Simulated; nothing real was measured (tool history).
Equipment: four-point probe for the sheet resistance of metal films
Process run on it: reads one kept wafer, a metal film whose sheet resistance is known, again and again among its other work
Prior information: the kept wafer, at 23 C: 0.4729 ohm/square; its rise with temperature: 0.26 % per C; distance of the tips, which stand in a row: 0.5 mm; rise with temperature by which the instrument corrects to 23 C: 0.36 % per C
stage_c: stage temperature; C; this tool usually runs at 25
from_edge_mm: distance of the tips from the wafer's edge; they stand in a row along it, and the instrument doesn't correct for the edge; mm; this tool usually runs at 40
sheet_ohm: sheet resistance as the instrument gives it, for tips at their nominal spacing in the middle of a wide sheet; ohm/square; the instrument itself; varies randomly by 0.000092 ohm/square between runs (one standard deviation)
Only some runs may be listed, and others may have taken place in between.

{"run": 1, "day": 0.0, "stage_c": 25, "from_edge_mm": 40, "sheet_ohm": 0.472102}
{"run": 2, "day": 0.433, "stage_c": 25, "from_edge_mm": 40, "sheet_ohm": 0.472024}
{"run": 3, "day": 1.317, "stage_c": 25, "from_edge_mm": 40, "sheet_ohm": 0.471935}
{"run": 4, "day": 2.042, "stage_c": 25, "from_edge_mm": 40, "sheet_ohm": 0.47201}
{"run": 5, "day": 2.754, "stage_c": 25, "from_edge_mm": 5, "sheet_ohm": 0.474448}
{"run": 6, "day": 3.433, "stage_c": 25, "from_edge_mm": 5, "sheet_ohm": 0.474306}
{"run": 7, "day": 4.221, "stage_c": 25, "from_edge_mm": 5, "sheet_ohm": 0.474406}
{"run": 8, "day": 4.708, "stage_c": 20, "from_edge_mm": 40, "sheet_ohm": 0.474331}
{"run": 9, "day": 5.575, "stage_c": 30, "from_edge_mm": 40, "sheet_ohm": 0.46961}
{"run": 10, "day": 6.021, "stage_c": 30, "from_edge_mm": 40, "sheet_ohm": 0.469683}
{"run": 11, "day": 6.767, "stage_c": 30, "from_edge_mm": 40, "sheet_ohm": 0.46958}
{"run": 12, "day": 7.392, "stage_c": 30, "from_edge_mm": 40, "sheet_ohm": 0.469667}

Expected results for the next run?
{"run": 13, "day": 8.062, "stage_c": 34, "from_edge_mm": 17, "sheet_ohm": "?"}

Run 13 produced sheet_ohm 0.467989 ohm/square.
Without the tool's hidden state the same run would have given sheet_ohm 0.468059 ohm/square.

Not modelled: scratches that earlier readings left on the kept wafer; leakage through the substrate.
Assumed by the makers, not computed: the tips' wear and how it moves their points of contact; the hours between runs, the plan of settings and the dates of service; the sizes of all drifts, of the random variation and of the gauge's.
